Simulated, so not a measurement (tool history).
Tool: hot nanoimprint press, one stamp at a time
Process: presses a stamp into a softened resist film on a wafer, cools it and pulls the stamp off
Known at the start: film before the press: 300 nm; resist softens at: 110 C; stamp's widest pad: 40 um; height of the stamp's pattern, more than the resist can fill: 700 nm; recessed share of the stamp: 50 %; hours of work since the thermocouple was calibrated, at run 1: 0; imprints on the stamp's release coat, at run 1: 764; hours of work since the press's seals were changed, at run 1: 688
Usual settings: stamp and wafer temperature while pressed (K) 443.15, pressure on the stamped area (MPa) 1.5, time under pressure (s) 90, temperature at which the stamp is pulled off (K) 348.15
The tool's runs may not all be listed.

run,day,stamp and wafer temperature while pressed (K),pressure on the stamped area (MPa),time under pressure (s),temperature at which the stamp is pulled off (K),hours of work since the thermocouple was calibrated,imprints on the stamp's release coat,hours of work since the press's seals were changed,resist left under the stamp's widest pad (Å),greatest force while the stamp is pulled off (N)
1,0,443.15,1.5,90,348.15,0,764,688,1659,113
# day 1.65: stamp cleaned and given a new release coat
2,2.625,443.15,1.5,90,348.15,31,85,719,1645,108
3,4.75,443.15,1.5,90,348.15,60,271,747,1663,109
4,7.896,443.15,1.07,90,348.15,101,546,789,1881,110
5,11.104,443.15,1.5,90,348.15,144,827,831,1641,110
# day 12.071: stamp cleaned and given a new release coat
6,13.429,443.15,1.5,90,348.15,171,119,859,1652,109
7,15.908,443.15,1.5,90,348.15,204,336,892,1664,106
8,18.079,443.15,1.5,90,348.15,233,526,920,1664,108
9,21.258,443.15,1.5,90,348.15,275,804,962,1659,111
# day 22.621: stamp cleaned and given a new release coat
10,25.133,443.15,1.5,90,348.15,323,219,1010,1652,108
# day 25.754: press's hydraulic seals changed and the load cell set to zero
11,28.733,443.15,1.5,90,348.15,366,505,39,1663,108
12,31.283,443.15,1.5,90,352.15,400,728,73,1658,101
# day 33.321: stamp cleaned and given a new release coat
13,33.958,443.15,1.5,90,352.15,432,56,105,1669,100
14,37.758,443.15,1.5,90,352.15,482,388,156,1649,102
15,40.15,443.15,1.5,90,352.15,514,597,187,1659,104
# day 42.746: plate thermocouple calibrated
16,43.254,434.15,1.5,98,348.15,7,858,227,2475,104
# day 43.8: stamp cleaned and given a new release coat
17,46.454,452.15,1.76,98,348.15,46,232,266,854,109
18,48.004,452.15,1.76,98,348.15,66,367,286,856,110
19,49.908,452.15,1.2,98,342.15,91,534,311,1046,115
20,53.171,443.15,1.78,90,348.15,135,819,355,1559,106
# day 54.388: stamp cleaned and given a new release coat
21,56.333,436.15,2.21,89,353.15,173,170,393,2121,96
22,58.708,454.15,2.21,89,347.15,205,377,424,706,110
23,61.492,447.15,1.5,106,346.15,241,621,461,1236,113
24,63.762,447.15,1.5,106,346.15,271,819,491,1237,114
# day 64.875: stamp cleaned and given a new release coat
25,65.65,436.15,1.16,148,353.15,293,67,513,2259,96
26,68.938,436.15,1.16,139,355.15,337,355,557,2309,93
27,72.742,443.15,1.5,77,348.15,387,688,607,1764,110
# day 75.279: stamp cleaned and given a new release coat
28,76.267,453.15,1.17,77,348.15,430,87,650,1107,108
# day 76.475: gauge calibrated
29,78.467,453.15,1.17,77,348.15,459,279,679,1085,109
30,81.942,454.15,1.17,77,356.15,505,583,725,1029,91

3 ways to go on from here, each from the tool as it stands after run 30. What would each give?
A,83.512,443.15,0.96,97,335.15,526,720,746,?,?
B,83.512,454.15,1.17,98,345.15,526,720,746,?,?
C,83.512,443.15,1.5,154,347.15,526,720,746,?,?

run,resist left under the stamp's widest pad (Å),greatest force while the stamp is pulled off (N)
A,1906,132
B,921,111
C,1369,110
Without the tool's hidden state the same runs would have given:
run,resist left under the stamp's widest pad (Å),greatest force while the stamp is pulled off (N)
A,1904,131
B,920,111
C,1368,109
